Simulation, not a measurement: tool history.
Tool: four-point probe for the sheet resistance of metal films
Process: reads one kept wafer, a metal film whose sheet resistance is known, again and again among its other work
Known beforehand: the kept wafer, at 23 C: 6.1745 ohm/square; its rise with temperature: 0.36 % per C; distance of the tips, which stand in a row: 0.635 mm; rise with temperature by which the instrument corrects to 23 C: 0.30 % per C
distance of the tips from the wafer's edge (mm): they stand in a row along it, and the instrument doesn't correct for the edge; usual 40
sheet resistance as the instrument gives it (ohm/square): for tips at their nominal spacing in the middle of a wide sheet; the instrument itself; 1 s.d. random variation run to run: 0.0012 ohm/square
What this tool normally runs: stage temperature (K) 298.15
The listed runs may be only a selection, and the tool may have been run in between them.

| run | hour | stage temperature (K) | distance of the tips from the wafer's edge (mm) | sheet resistance as the instrument gives it (ohm/square) |
|---|---|---|---|---|
| 1 | 0 | 298.15 | 40 | 6.181026 |
| 2 | 15.5 | 298.15 | 5 | 6.235542 |
| 3 | 38.8 | 300.15 | 5 | 6.240822 |
| 4 | 64.8 | 298.15 | 6 | 6.217352 |
| 5 | 80.2 | 298.15 | 6 | 6.21607 |
| 6 | 94 | 298.15 | 6 | 6.21761 |
| 7 | 114.7 | 298.15 | 6 | 6.21819 |
| 8 | 135.4 | 292.15 | 67 | 6.163029 |
| 9 | 153.1 | 292.15 | 67 | 6.160553 |
| 10 | 164.9 | 308.15 | 67 | 6.209615 |
| 11 | 187.8 | 308.15 | 67 | 6.209633 |
| 12 | 214 | 293.15 | 67 | 6.164755 |
| 13 | 233.1 | 293.15 | 67 | 6.166488 |
| 14 | 258 | 293.15 | 4 | 6.245256 |

Put back what was entered between runs (1 entry, withheld): which listed runs does each sit between, and how does the hidden state differ from the listed run before to the listed run after?
Run 11 -> run 12: new probe head fitted (hour 209.4)
  inner tips' distance over the nominal, %: -0.013 -> -0.001; tips' flats over new ones', %: 1 -> 0
